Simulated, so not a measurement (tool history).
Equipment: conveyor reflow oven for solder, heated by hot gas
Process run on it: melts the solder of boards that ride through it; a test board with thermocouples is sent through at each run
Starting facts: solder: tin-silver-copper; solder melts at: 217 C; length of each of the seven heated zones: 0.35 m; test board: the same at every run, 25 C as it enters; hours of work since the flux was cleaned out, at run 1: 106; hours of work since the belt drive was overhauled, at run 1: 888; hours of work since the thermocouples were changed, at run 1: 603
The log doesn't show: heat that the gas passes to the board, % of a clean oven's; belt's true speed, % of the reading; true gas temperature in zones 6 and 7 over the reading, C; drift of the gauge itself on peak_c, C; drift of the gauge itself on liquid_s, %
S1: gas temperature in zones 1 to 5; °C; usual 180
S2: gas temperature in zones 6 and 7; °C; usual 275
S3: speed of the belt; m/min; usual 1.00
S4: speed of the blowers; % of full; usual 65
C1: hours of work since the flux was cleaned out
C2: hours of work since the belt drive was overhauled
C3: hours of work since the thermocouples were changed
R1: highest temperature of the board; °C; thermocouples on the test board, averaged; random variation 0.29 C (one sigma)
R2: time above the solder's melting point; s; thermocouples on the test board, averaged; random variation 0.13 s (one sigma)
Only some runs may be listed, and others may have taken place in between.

run 1 hour=0.0 | S1=180 S2=275 S3=1.00 S4=65 | C1=106 C2=888 C3=603 | R1=256.6 R2=34.0
run 2 hour=16.7 | S1=180 S2=275 S3=1.00 S4=65 | C1=113 C2=895 C3=610 | R1=256.4 R2=33.6
run 3 hour=50.1 | S1=180 S2=285 S3=1.00 S4=65 | C1=127 C2=908 C3=624 | R1=265.1 R2=36.6
run 4 hour=77.7 | S1=180 S2=285 S3=1.00 S4=65 | C1=138 C2=919 C3=635 | R1=264.5 R2=36.5
run 5 hour=97.3 | S1=180 S2=275 S3=1.00 S4=65 | C1=146 C2=927 C3=643 | R1=257.1 R2=33.8
run 6 hour=132.9 | S1=180 S2=275 S3=1.00 S4=65 | C1=160 C2=941 C3=657 | R1=256.5 R2=34.0
run 7 hour=154.4 | S1=167 S2=275 S3=1.00 S4=65 | C1=168 C2=950 C3=666 | R1=254.2 R2=30.1
run 8 hour=186.9 | S1=180 S2=275 S3=1.00 S4=67 | C1=182 C2=963 C3=679 | R1=257.3 R2=33.9
run 9 hour=213.1 | S1=179 S2=275 S3=1.00 S4=65 | C1=192 C2=973 C3=689 | R1=256.4 R2=33.6
run 10 hour=247.3 | S1=180 S2=275 S3=1.00 S4=65 | C1=206 C2=987 C3=703 | R1=256.7 R2=33.7
run 11 hour=267.4 | S1=180 S2=275 S3=1.00 S4=65 | C1=214 C2=995 C3=711 | R1=256.4 R2=33.9
run 12 hour=301.9 | S1=180 S2=275 S3=1.00 S4=65 | C1=228 C2=1009 C3=725 | R1=256.3 R2=33.7
-- hour=335.8 belt drive overhauled, speed set with a stopwatch
run 13 hour=336.1 | S1=180 S2=275 S3=1.00 S4=64 | C1=240 C2=0 C3=737 | R1=255.8 R2=33.8
run 14 hour=367.0 | S1=191 S2=275 S3=1.13 S4=70 | C1=252 C2=13 C3=749 | R1=255.5 R2=31.3
run 15 hour=405.2 | S1=186 S2=273 S3=1.13 S4=70 | C1=268 C2=28 C3=765 | R1=252.5 R2=29.5
run 16 hour=427.1 | S1=170 S2=275 S3=1.00 S4=66 | C1=276 C2=37 C3=773 | R1=254.4 R2=31.1
run 17 hour=444.5 | S1=170 S2=275 S3=1.00 S4=66 | C1=283 C2=44 C3=781 | R1=254.9 R2=31.1
run 18 hour=483.6 | S1=170 S2=275 S3=1.00 S4=66 | C1=299 C2=59 C3=796 | R1=254.9 R2=31.1
run 19 hour=508.9 | S1=172 S2=275 S3=0.85 S4=66 | C1=309 C2=70 C3=806 | R1=260.6 R2=40.1
run 20 hour=533.6 | S1=172 S2=275 S3=0.85 S4=66 | C1=319 C2=79 C3=816 | R1=260.1 R2=40.5
run 21 hour=572.9 | S1=193 S2=275 S3=0.83 S4=62 | C1=335 C2=95 C3=832 | R1=263.3 R2=47.5

What if the next run were any one of these 3? Each begins from the tool's condition after run 21:
run A hour=594.9 | S1=193 S2=267 S3=0.83 S4=62 | C1=344 C2=104 C3=841 | R1=? R2=?
run B hour=594.9 | S1=180 S2=266 S3=1.00 S4=65 | C1=344 C2=104 C3=841 | R1=? R2=?
run C hour=594.9 | S1=180 S2=288 S3=1.00 S4=63 | C1=344 C2=104 C3=841 | R1=? R2=?

run=A R1=256.6 R2=45.2
run=B R1=248.5 R2=30.9
run=C R1=266.5 R2=37.2
With the hidden condition removed and each run's random variation left untouched, the same runs would have given:
run=A R1=256.7 R2=45.2
run=B R1=248.6 R2=30.9
run=C R1=266.6 R2=37.2

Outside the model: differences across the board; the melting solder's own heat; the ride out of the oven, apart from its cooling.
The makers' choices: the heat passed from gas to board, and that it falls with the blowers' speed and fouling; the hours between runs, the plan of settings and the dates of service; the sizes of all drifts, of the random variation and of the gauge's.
